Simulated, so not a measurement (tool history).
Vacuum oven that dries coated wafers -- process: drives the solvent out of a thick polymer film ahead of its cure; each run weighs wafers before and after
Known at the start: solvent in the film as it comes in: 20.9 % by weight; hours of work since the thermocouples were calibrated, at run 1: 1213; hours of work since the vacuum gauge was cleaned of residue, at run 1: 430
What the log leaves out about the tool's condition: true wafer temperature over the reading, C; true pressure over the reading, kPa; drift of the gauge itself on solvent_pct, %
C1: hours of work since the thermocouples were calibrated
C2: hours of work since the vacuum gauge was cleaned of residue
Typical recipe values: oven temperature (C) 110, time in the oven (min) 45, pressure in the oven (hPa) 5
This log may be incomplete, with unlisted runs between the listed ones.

run 1 hour=0 | oven_temperature_(C)=110 time_in_the_oven_(min)=45 pressure_in_the_oven_(hPa)=5 | C1=1213 C2=430 | solvent_left_in_the_film_(%)=1.61
run 2 hour=10.3 | oven_temperature_(C)=110 time_in_the_oven_(min)=45 pressure_in_the_oven_(hPa)=9.92 | C1=1219 C2=435 | solvent_left_in_the_film_(%)=1.68
run 3 hour=27.1 | oven_temperature_(C)=110 time_in_the_oven_(min)=38 pressure_in_the_oven_(hPa)=5 | C1=1228 C2=444 | solvent_left_in_the_film_(%)=2.29
run 4 hour=36.7 | oven_temperature_(C)=110 time_in_the_oven_(min)=38 pressure_in_the_oven_(hPa)=18.04 | C1=1233 C2=450 | solvent_left_in_the_film_(%)=2.77
run 5 hour=47.6 | oven_temperature_(C)=110 time_in_the_oven_(min)=45 pressure_in_the_oven_(hPa)=5 | C1=1239 C2=456 | solvent_left_in_the_film_(%)=1.61
run 6 hour=59.9 | oven_temperature_(C)=110 time_in_the_oven_(min)=45 pressure_in_the_oven_(hPa)=5 | C1=1246 C2=462 | solvent_left_in_the_film_(%)=1.66
run 7 hour=72.3 | oven_temperature_(C)=110 time_in_the_oven_(min)=45 pressure_in_the_oven_(hPa)=5 | C1=1253 C2=469 | solvent_left_in_the_film_(%)=1.64
run 8 hour=86.4 | oven_temperature_(C)=110 time_in_the_oven_(min)=45 pressure_in_the_oven_(hPa)=7.45 | C1=1261 C2=477 | solvent_left_in_the_film_(%)=1.72
run 9 hour=99.7 | oven_temperature_(C)=110 time_in_the_oven_(min)=45 pressure_in_the_oven_(hPa)=7.45 | C1=1268 C2=484 | solvent_left_in_the_film_(%)=1.67
run 10 hour=111.3 | oven_temperature_(C)=110 time_in_the_oven_(min)=45 pressure_in_the_oven_(hPa)=7.45 | C1=1274 C2=491 | solvent_left_in_the_film_(%)=1.76
run 11 hour=123.9 | oven_temperature_(C)=110 time_in_the_oven_(min)=45 pressure_in_the_oven_(hPa)=7.45 | C1=1281 C2=497 | solvent_left_in_the_film_(%)=1.66
run 12 hour=136 | oven_temperature_(C)=110 time_in_the_oven_(min)=45 pressure_in_the_oven_(hPa)=7.45 | C1=1288 C2=504 | solvent_left_in_the_film_(%)=1.66
run 13 hour=150.7 | oven_temperature_(C)=110 time_in_the_oven_(min)=45 pressure_in_the_oven_(hPa)=7.45 | C1=1296 C2=512 | solvent_left_in_the_film_(%)=1.71
run 14 hour=160.9 | oven_temperature_(C)=110 time_in_the_oven_(min)=45 pressure_in_the_oven_(hPa)=7.45 | C1=1302 C2=518 | solvent_left_in_the_film_(%)=1.71
run 15 hour=181.1 | oven_temperature_(C)=110 time_in_the_oven_(min)=45 pressure_in_the_oven_(hPa)=5 | C1=1313 C2=529 | solvent_left_in_the_film_(%)=1.59
run 16 hour=200.3 | oven_temperature_(C)=115 time_in_the_oven_(min)=45 pressure_in_the_oven_(hPa)=5 | C1=1323 C2=539 | solvent_left_in_the_film_(%)=0.99
run 17 hour=218.8 | oven_temperature_(C)=115 time_in_the_oven_(min)=45 pressure_in_the_oven_(hPa)=5 | C1=1333 C2=550 | solvent_left_in_the_film_(%)=1.1
run 18 hour=227.3 | oven_temperature_(C)=110 time_in_the_oven_(min)=76 pressure_in_the_oven_(hPa)=5 | C1=1338 C2=554 | solvent_left_in_the_film_(%)=0.42
run 19 hour=246.2 | oven_temperature_(C)=110 time_in_the_oven_(min)=76 pressure_in_the_oven_(hPa)=5 | C1=1348 C2=565 | solvent_left_in_the_film_(%)=0.4
run 20 hour=258.6 | oven_temperature_(C)=110 time_in_the_oven_(min)=76 pressure_in_the_oven_(hPa)=2.67 | C1=1355 C2=571 | solvent_left_in_the_film_(%)=0.37
run 21 hour=267 | oven_temperature_(C)=110 time_in_the_oven_(min)=45 pressure_in_the_oven_(hPa)=5 | C1=1360 C2=576 | solvent_left_in_the_film_(%)=1.67
run 22 hour=285 | oven_temperature_(C)=110 time_in_the_oven_(min)=45 pressure_in_the_oven_(hPa)=5 | C1=1370 C2=586 | solvent_left_in_the_film_(%)=1.68
run 23 hour=297.6 | oven_temperature_(C)=110 time_in_the_oven_(min)=45 pressure_in_the_oven_(hPa)=5 | C1=1376 C2=593 | solvent_left_in_the_film_(%)=1.58
run 24 hour=309.4 | oven_temperature_(C)=124 time_in_the_oven_(min)=37 pressure_in_the_oven_(hPa)=5 | C1=1383 C2=599 | solvent_left_in_the_film_(%)=0.81
run 25 hour=323.8 | oven_temperature_(C)=106 time_in_the_oven_(min)=77 pressure_in_the_oven_(hPa)=4.63 | C1=1391 C2=607 | solvent_left_in_the_film_(%)=0.76
run 26 hour=339.6 | oven_temperature_(C)=107 time_in_the_oven_(min)=30 pressure_in_the_oven_(hPa)=17.56 | C1=1400 C2=616 | solvent_left_in_the_film_(%)=4.42
-- hour=342.2 vacuum gauge cleaned of residue and calibrated
run 27 hour=354.3 | oven_temperature_(C)=113 time_in_the_oven_(min)=23 pressure_in_the_oven_(hPa)=17.56 | C1=1407 C2=7 | solvent_left_in_the_film_(%)=4.58
run 28 hour=373.7 | oven_temperature_(C)=113 time_in_the_oven_(min)=23 pressure_in_the_oven_(hPa)=17.56 | C1=1417 C2=17 | solvent_left_in_the_film_(%)=4.61
run 29 hour=382.6 | oven_temperature_(C)=110 time_in_the_oven_(min)=43 pressure_in_the_oven_(hPa)=5 | C1=1422 C2=22 | solvent_left_in_the_film_(%)=1.77
run 30 hour=398.9 | oven_temperature_(C)=97 time_in_the_oven_(min)=65 pressure_in_the_oven_(hPa)=11.52 | C1=1431 C2=31 | solvent_left_in_the_film_(%)=2.51
run 31 hour=411.9 | oven_temperature_(C)=97 time_in_the_oven_(min)=65 pressure_in_the_oven_(hPa)=11.52 | C1=1438 C2=38 | solvent_left_in_the_film_(%)=2.57
run 32 hour=425.7 | oven_temperature_(C)=97 time_in_the_oven_(min)=65 pressure_in_the_oven_(hPa)=11.52 | C1=1446 C2=46 | solvent_left_in_the_film_(%)=2.47
run 33 hour=441.2 | oven_temperature_(C)=98 time_in_the_oven_(min)=45 pressure_in_the_oven_(hPa)=3.86 | C1=1454 C2=54 | solvent_left_in_the_film_(%)=3.66
-- hour=448.9 vacuum gauge cleaned of residue and calibrated, once more
run 34 hour=461 | oven_temperature_(C)=100 time_in_the_oven_(min)=64 pressure_in_the_oven_(hPa)=11.5 | C1=1464 C2=7 | solvent_left_in_the_film_(%)=2
run 35 hour=471.6 | oven_temperature_(C)=100 time_in_the_oven_(min)=64 pressure_in_the_oven_(hPa)=11.5 | C1=1470 C2=12 | solvent_left_in_the_film_(%)=2.02
run 36 hour=487.2 | oven_temperature_(C)=100 time_in_the_oven_(min)=64 pressure_in_the_oven_(hPa)=11.5 | C1=1479 C2=21 | solvent_left_in_the_film_(%)=2.01
run 37 hour=506 | oven_temperature_(C)=100 time_in_the_oven_(min)=64 pressure_in_the_oven_(hPa)=11.5 | C1=1489 C2=31 | solvent_left_in_the_film_(%)=1.97
run 38 hour=516.8 | oven_temperature_(C)=100 time_in_the_oven_(min)=64 pressure_in_the_oven_(hPa)=11.5 | C1=1495 C2=37 | solvent_left_in_the_film_(%)=2.07
run 39 hour=535.7 | oven_temperature_(C)=110 time_in_the_oven_(min)=45 pressure_in_the_oven_(hPa)=4.45 | C1=1505 C2=48 | solvent_left_in_the_film_(%)=1.5
run 40 hour=544.6 | oven_temperature_(C)=110 time_in_the_oven_(min)=76 pressure_in_the_oven_(hPa)=3.47 | C1=1510 C2=53 | solvent_left_in_the_film_(%)=0.38
run 41 hour=560.1 | oven_temperature_(C)=110 time_in_the_oven_(min)=76 pressure_in_the_oven_(hPa)=3.47 | C1=1519 C2=61 | solvent_left_in_the_film_(%)=0.39
run 42 hour=579.8 | oven_temperature_(C)=110 time_in_the_oven_(min)=43 pressure_in_the_oven_(hPa)=7.38 | C1=1530 C2=72 | solvent_left_in_the_film_(%)=1.72
run 43 hour=592.5 | oven_temperature_(C)=105 time_in_the_oven_(min)=32 pressure_in_the_oven_(hPa)=15.63 | C1=1537 C2=79 | solvent_left_in_the_film_(%)=4.37
run 44 hour=606.5 | oven_temperature_(C)=123 time_in_the_oven_(min)=45 pressure_in_the_oven_(hPa)=5 | C1=1544 C2=86 | solvent_left_in_the_film_(%)=0.41
run 45 hour=622.4 | oven_temperature_(C)=123 time_in_the_oven_(min)=45 pressure_in_the_oven_(hPa)=5 | C1=1553 C2=95 | solvent_left_in_the_film_(%)=0.43
run 46 hour=638.2 | oven_temperature_(C)=103 time_in_the_oven_(min)=45 pressure_in_the_oven_(hPa)=4.24 | C1=1562 C2=104 | solvent_left_in_the_film_(%)=2.6

What if the next run were any one of these 3? Each begins from the tool's condition after run 46:
run A hour=647.9 | oven_temperature_(C)=121 time_in_the_oven_(min)=45 pressure_in_the_oven_(hPa)=13.72 | C1=1567 C2=109 | solvent_left_in_the_film_(%)=?
run B hour=647.9 | oven_temperature_(C)=121 time_in_the_oven_(min)=23 pressure_in_the_oven_(hPa)=5 | C1=1567 C2=109 | solvent_left_in_the_film_(%)=?
run C hour=647.9 | oven_temperature_(C)=118 time_in_the_oven_(min)=59 pressure_in_the_oven_(hPa)=11.55 | C1=1567 C2=109 | solvent_left_in_the_film_(%)=?

run=A solvent_left_in_the_film_(%)=0.82
run=B solvent_left_in_the_film_(%)=2.56
run=C solvent_left_in_the_film_(%)=0.55
Take away the tool's hidden state, keep each run's random variation, and the runs would have read:
run=A solvent_left_in_the_film_(%)=1.11
run=B solvent_left_in_the_film_(%)=3.28
run=C solvent_left_in_the_film_(%)=0.74
